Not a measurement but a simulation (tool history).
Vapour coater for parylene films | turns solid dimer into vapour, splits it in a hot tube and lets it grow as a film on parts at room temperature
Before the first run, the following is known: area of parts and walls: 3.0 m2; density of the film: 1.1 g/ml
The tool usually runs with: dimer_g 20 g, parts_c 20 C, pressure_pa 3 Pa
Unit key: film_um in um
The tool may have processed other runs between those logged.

| run | day | dimer_g | parts_c | pressure_pa | film_um |
|---|---|---|---|---|---|
| 1 | 0 | 20 | 20 | 3 | 2.94 |
| 2 | 1.462 | 20 | 20 | 3 | 2.92 |
| 3 | 3.292 | 20 | 12 | 3 | 3.38 |
| 4 | 4.979 | 20 | 12 | 3 | 3.38 |
| 5 | 6.238 | 23 | 20 | 3 | 3.42 |
| 6 | 8.875 | 23 | 20 | 3 | 3.43 |
| 7 | 11.879 | 20 | 23 | 3 | 2.83 |
| 8 | 14.096 | 21 | 20 | 3 | 3.13 |
| 9 | 16.962 | 10 | 12 | 3 | 1.72 |
| 10 | 19.362 | 10 | 12 | 3 | 1.72 |
| 11 | 22.442 | 10 | 12 | 3 | 1.74 |

Each row is a separate what-if for the run after 11, all from the same tool condition, not one after another. Results?
| A | 24.604 | 20 | 20 | 8.37 | ? |
| B | 24.604 | 20 | 25 | 9.22 | ? |
| C | 24.604 | 9 | 20 | 3 | ? |

| run | film_um |
|---|---|
| A | 2.78 |
| B | 2.54 |
| C | 1.36 |
Take away the tool's hidden state, keep each run's random variation, and the runs would have read:
| run | film_um |
|---|---|
| A | 2.73 |
| B | 2.49 |
| C | 1.33 |

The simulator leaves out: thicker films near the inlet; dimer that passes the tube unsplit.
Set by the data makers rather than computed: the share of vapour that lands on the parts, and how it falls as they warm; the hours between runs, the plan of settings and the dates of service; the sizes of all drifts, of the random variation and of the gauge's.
